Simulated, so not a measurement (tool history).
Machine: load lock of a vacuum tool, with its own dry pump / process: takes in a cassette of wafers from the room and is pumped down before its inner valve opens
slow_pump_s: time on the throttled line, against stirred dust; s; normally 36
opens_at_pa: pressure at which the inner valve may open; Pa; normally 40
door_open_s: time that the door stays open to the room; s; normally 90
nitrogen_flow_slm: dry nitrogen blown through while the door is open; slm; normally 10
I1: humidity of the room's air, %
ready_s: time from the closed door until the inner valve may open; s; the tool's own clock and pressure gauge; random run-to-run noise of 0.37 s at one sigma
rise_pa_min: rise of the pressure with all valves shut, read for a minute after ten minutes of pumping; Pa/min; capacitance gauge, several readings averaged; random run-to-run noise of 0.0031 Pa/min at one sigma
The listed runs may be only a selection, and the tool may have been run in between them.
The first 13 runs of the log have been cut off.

{"run": 14, "hour": 2175.2, "slow_pump_s": 36, "opens_at_pa": 40, "door_open_s": 219, "nitrogen_flow_slm": 10, "I1": 44, "ready_s": 90.1, "rise_pa_min": 0.117}
{"run": 15, "hour": 2272.6, "slow_pump_s": 36, "opens_at_pa": 40, "door_open_s": 90, "nitrogen_flow_slm": 10, "I1": 47.1, "ready_s": 91.5, "rise_pa_min": 0.09}
{"run": 16, "hour": 2424.6, "slow_pump_s": 36, "opens_at_pa": 40, "door_open_s": 90, "nitrogen_flow_slm": 10, "I1": 43.4, "ready_s": 91.6, "rise_pa_min": 0.1}
{"run": 17, "hour": 2651.2, "slow_pump_s": 36, "opens_at_pa": 40, "door_open_s": 90, "nitrogen_flow_slm": 10, "I1": 42.4, "ready_s": 91.5, "rise_pa_min": 0.116}
{"run": 18, "hour": 2788.4, "slow_pump_s": 36, "opens_at_pa": 40, "door_open_s": 90, "nitrogen_flow_slm": 10, "I1": 42.3, "ready_s": 91.1, "rise_pa_min": 0.129}
{"run": 19, "hour": 2929.2, "slow_pump_s": 36, "opens_at_pa": 40, "door_open_s": 187, "nitrogen_flow_slm": 10, "I1": 44.7, "ready_s": 91.7, "rise_pa_min": 0.162}
{"run": 20, "hour": 3083.3, "slow_pump_s": 36, "opens_at_pa": 40, "door_open_s": 187, "nitrogen_flow_slm": 10, "I1": 46, "ready_s": 92.1, "rise_pa_min": 0.181}
{"hour": 3204.7, "done": "dry pump taken out, an overhauled one fitted"}
{"run": 21, "hour": 3267.9, "slow_pump_s": 36, "opens_at_pa": 73, "door_open_s": 187, "nitrogen_flow_slm": 4, "I1": 43.6, "ready_s": 79.1, "rise_pa_min": 0.207}
{"run": 22, "hour": 3461.4, "slow_pump_s": 34, "opens_at_pa": 73, "door_open_s": 186, "nitrogen_flow_slm": 35, "I1": 42.5, "ready_s": 78.2, "rise_pa_min": 0.188}
{"run": 23, "hour": 3652.4, "slow_pump_s": 36, "opens_at_pa": 40, "door_open_s": 90, "nitrogen_flow_slm": 9, "I1": 44.3, "ready_s": 83.7, "rise_pa_min": 0.219}
{"run": 24, "hour": 3813.4, "slow_pump_s": 36, "opens_at_pa": 40, "door_open_s": 90, "nitrogen_flow_slm": 5, "I1": 46.5, "ready_s": 84.5, "rise_pa_min": 0.242}
{"run": 25, "hour": 3918.8, "slow_pump_s": 31, "opens_at_pa": 50, "door_open_s": 90, "nitrogen_flow_slm": 41, "I1": 49.2, "ready_s": 78.5, "rise_pa_min": 0.231}
{"run": 26, "hour": 4026.3, "slow_pump_s": 31, "opens_at_pa": 50, "door_open_s": 90, "nitrogen_flow_slm": 41, "I1": 42.8, "ready_s": 79.7, "rise_pa_min": 0.244}
{"run": 27, "hour": 4231.2, "slow_pump_s": 53, "opens_at_pa": 31, "door_open_s": 83, "nitrogen_flow_slm": 14, "I1": 48.7, "ready_s": 99.1, "rise_pa_min": 0.282}
{"run": 28, "hour": 4433.7, "slow_pump_s": 36, "opens_at_pa": 43, "door_open_s": 66, "nitrogen_flow_slm": 10, "I1": 47.6, "ready_s": 84.2, "rise_pa_min": 0.308}
{"run": 29, "hour": 4586.6, "slow_pump_s": 36, "opens_at_pa": 43, "door_open_s": 66, "nitrogen_flow_slm": 10, "I1": 47.2, "ready_s": 84.2, "rise_pa_min": 0.331}
{"run": 30, "hour": 4738.6, "slow_pump_s": 36, "opens_at_pa": 35, "door_open_s": 43, "nitrogen_flow_slm": 10, "I1": 44.4, "ready_s": 85.1, "rise_pa_min": 0.346}
{"run": 31, "hour": 4839.1, "slow_pump_s": 41, "opens_at_pa": 40, "door_open_s": 45, "nitrogen_flow_slm": 32, "I1": 44.5, "ready_s": 87.7, "rise_pa_min": 0.346}
{"run": 32, "hour": 4936.2, "slow_pump_s": 49, "opens_at_pa": 40, "door_open_s": 125, "nitrogen_flow_slm": 4, "I1": 45.8, "ready_s": 94.6, "rise_pa_min": 0.42}
{"run": 33, "hour": 5168.5, "slow_pump_s": 31, "opens_at_pa": 56, "door_open_s": 35, "nitrogen_flow_slm": 9, "I1": 46.6, "ready_s": 79.4, "rise_pa_min": 0.415}
{"run": 34, "hour": 5310.6, "slow_pump_s": 36, "opens_at_pa": 72, "door_open_s": 39, "nitrogen_flow_slm": 10, "I1": 42.2, "ready_s": 81.4, "rise_pa_min": 0.443}
{"run": 35, "hour": 5476.2, "slow_pump_s": 36, "opens_at_pa": 40, "door_open_s": 191, "nitrogen_flow_slm": 10, "I1": 45.4, "ready_s": 85.1, "rise_pa_min": 0.537}
{"run": 36, "hour": 5637.6, "slow_pump_s": 36, "opens_at_pa": 30, "door_open_s": 191, "nitrogen_flow_slm": 10, "I1": 47.4, "ready_s": 88.3, "rise_pa_min": 0.564}
{"run": 37, "hour": 5827.3, "slow_pump_s": 56, "opens_at_pa": 64, "door_open_s": 62, "nitrogen_flow_slm": 5, "I1": 43.8, "ready_s": 97.3, "rise_pa_min": 0.554}
{"run": 38, "hour": 5938.0, "slow_pump_s": 36, "opens_at_pa": 53, "door_open_s": 90, "nitrogen_flow_slm": 45, "I1": 43, "ready_s": 83.8, "rise_pa_min": 0.572}

3 ways to go on from here, each from the tool as it stands after run 38. What would each give?
{"run": "A", "hour": 6118.5, "slow_pump_s": 36, "opens_at_pa": 39, "door_open_s": 90, "nitrogen_flow_slm": 36, "I1": 46.5, "ready_s": "?", "rise_pa_min": "?"}
{"run": "B", "hour": 6118.5, "slow_pump_s": 22, "opens_at_pa": 53, "door_open_s": 90, "nitrogen_flow_slm": 45, "I1": 45.5, "ready_s": "?", "rise_pa_min": "?"}
{"run": "C", "hour": 6118.5, "slow_pump_s": 25, "opens_at_pa": 53, "door_open_s": 44, "nitrogen_flow_slm": 5, "I1": 45.4, "ready_s": "?", "rise_pa_min": "?"}

run=A ready_s=86.4 rise_pa_min=0.609
run=B ready_s=73.9 rise_pa_min=0.616
run=C ready_s=75.9 rise_pa_min=0.623
Stripped of hidden state, with their random variation kept, the same runs would have yielded:
run=A ready_s=83.8 rise_pa_min=0.039
run=B ready_s=71.2 rise_pa_min=0.036
run=C ready_s=73.2 rise_pa_min=0.044
